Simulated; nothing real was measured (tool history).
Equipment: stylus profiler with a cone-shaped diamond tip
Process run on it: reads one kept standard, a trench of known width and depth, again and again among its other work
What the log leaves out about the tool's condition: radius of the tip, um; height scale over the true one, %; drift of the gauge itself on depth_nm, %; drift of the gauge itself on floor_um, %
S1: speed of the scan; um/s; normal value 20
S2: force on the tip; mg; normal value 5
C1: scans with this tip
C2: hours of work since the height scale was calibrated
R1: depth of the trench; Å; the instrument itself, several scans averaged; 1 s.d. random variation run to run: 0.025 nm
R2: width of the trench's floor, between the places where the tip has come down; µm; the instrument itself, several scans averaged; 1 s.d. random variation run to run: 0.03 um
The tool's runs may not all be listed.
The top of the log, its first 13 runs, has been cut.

run	hour	S1	S2	C1	C2	R1	R2
14	255.9	20	4.56	9314	652	1007	26.7
15	268.2	20	5	9389	658	1007.6	26.73
# hour 273.6: new tip fitted, height scale calibrated
16	287.9	20	5	86	6	1010.3	27.95
17	311	20	4.17	227	16	1009.3	27.85
18	322.1	20	4.17	295	21	1008.7	27.84
19	335.2	20	4.17	374	26	1009.1	27.88
20	346.3	20	5	442	31	1010.5	27.87
21	358.1	20	8.55	513	36	1014.6	27.85
22	371.8	20	5	597	42	1010.1	27.84
23	392.4	24	4.31	722	51	1009.4	27.83
24	410.8	21	10.34	834	58	1016.6	27.76
25	423.6	13	2.2	912	64	1005.5	27.73
26	444.3	13	2.2	1038	73	1005.6	27.79
27	465	13	2.2	1163	82	1005.6	27.71
28	482.3	13	2.2	1269	89	1005.3	27.71
29	492.8	16	4.43	1333	93	1009.4	27.75
30	509.1	43	4.25	1431	100	1009.6	27.62
31	529.9	43	4.25	1558	109	1008.8	27.63
32	543.3	25	5	1640	115	1010.3	27.63
33	564.4	20	3.08	1768	124	1007.5	27.62
34	583.8	41	3.59	1886	132	1007.7	27.52
35	601.8	41	3.59	1995	140	1007.7	27.53
36	618.5	40	13.01	2097	147	1019.2	27.63
37	638.2	26	1.72	2217	155	1004.9	27.5

What will run 38 give?
38	662.7	26	1.72	2366	166	?	?

Run 38 yielded R1 1004.3 Å, R2 27.5 µm.
With no hidden state in the tool, this same run would have given R1 1005 Å, R2 27.92 µm.

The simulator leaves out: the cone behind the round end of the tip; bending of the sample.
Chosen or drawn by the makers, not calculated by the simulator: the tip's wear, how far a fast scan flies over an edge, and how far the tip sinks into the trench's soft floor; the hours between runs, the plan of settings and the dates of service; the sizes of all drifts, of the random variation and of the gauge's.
